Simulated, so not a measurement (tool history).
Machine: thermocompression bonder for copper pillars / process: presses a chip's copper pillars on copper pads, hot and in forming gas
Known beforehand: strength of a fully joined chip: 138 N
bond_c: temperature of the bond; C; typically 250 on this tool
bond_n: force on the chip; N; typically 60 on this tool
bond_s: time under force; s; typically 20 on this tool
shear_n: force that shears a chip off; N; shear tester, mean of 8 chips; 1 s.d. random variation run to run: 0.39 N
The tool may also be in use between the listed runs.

| run | day | bond_c | bond_n | bond_s | shear_n |
|---|---|---|---|---|---|
| 1 | 0.000 | 250 | 60 | 20 | 78.9 |
| 2 | 0.588 | 250 | 60 | 20 | 77.9 |
| 3 | 1.212 | 250 | 60 | 20 | 79.1 |
| 4 | 1.521 | 230 | 60 | 20 | 57.5 |
| 5 | 2.279 | 250 | 60 | 37 | 93.4 |
| 6 | 2.929 | 250 | 60 | 37 | 92.7 |
| 7 | 3.488 | 247 | 60 | 13 | 65.3 |
| 8 | 4.192 | 247 | 60 | 13 | 65.2 |
| 9 | 4.929 | 247 | 60 | 13 | 65.1 |
| 10 | 5.521 | 269 | 60 | 48 | 113.7 |
| 11 | 6.000 | 269 | 72 | 20 | 103.9 |
| 12 | 6.675 | 261 | 66 | 20 | 93.2 |

5 ways to go on from here, each from the tool as it stands after run 12. What would each give?
| A | 7.192 | 257 | 40 | 39 | ? |
| B | 7.192 | 224 | 47 | 51 | ? |
| C | 7.192 | 254 | 42 | 54 | ? |
| D | 7.192 | 236 | 49 | 30 | ? |
| E | 7.192 | 250 | 52 | 29 | ? |

| run | shear_n |
|---|---|
| A | 81.9 |
| B | 60.7 |
| C | 88.7 |
| D | 63.2 |
| E | 80.3 |
Without the tool's unlogged condition, the same runs would have read:
| run | shear_n |
|---|---|
| A | 84.1 |
| B | 61.4 |
| C | 91.3 |
| D | 64.2 |
| E | 82.3 |
